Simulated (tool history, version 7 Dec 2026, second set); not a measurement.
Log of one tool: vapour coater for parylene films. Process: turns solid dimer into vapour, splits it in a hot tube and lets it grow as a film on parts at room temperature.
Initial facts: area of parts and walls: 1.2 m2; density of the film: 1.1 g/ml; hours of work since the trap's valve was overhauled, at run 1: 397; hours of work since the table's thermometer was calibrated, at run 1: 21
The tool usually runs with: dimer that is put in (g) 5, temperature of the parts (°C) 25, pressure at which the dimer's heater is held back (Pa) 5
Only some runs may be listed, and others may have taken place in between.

run	hour	dimer that is put in (g)	temperature of the parts (°C)	pressure at which the dimer's heater is held back (Pa)	hours of work since the trap's valve was overhauled	hours of work since the table's thermometer was calibrated	thickness of the film (µm)
1	0	5	25	5	397	21	1.69
2	7.1	5	25	5	401	25	1.69
3	20.9	5	25	5	409	33	1.69
4	27.3	5	25	5	412	37	1.67
5	37.6	5	25	5	418	43	1.66
6	52.9	5	25	5	427	52	1.69
7	59.2	5	25	5	431	55	1.67
8	71.3	5	34	5	438	62	1.19
9	80.2	5	25	5	443	67	1.67
10	89.3	5	25	5	448	73	1.68
11	97.2	2	31	5	453	77	0.52
12	110.9	2	31	5	461	85	0.52
13	122.2	2	31	5	467	91	0.54
14	130.8	5	23	7.86	472	96	1.69
15	140.8	5	25	7.96	478	102	1.54
16	151.3	5	25	7.96	484	108	1.53
17	165.5	4	25	3.17	492	116	1.43
18	176.8	6	26	3.17	499	123	2.04
19	186.4	6	25	5	504	129	1.98
20	195.6	6	19	5	510	134	2.5

4 ways to go on from here, each from the tool as it stands after run 20. What would each give?
A	203.2	6	17	5	514	138	?
B	203.2	6	27	4.92	514	138	?
C	203.2	4	19	6.98	514	138	?
D	203.2	6	17	2.04	514	138	?

run	thickness of the film (µm)
A	2.69
B	1.81
C	1.56
D	3.06
With the hidden condition removed and each run's random variation left untouched, the same runs would have given:
run	thickness of the film (µm)
A	2.96
B	2
C	1.72
D	3.37
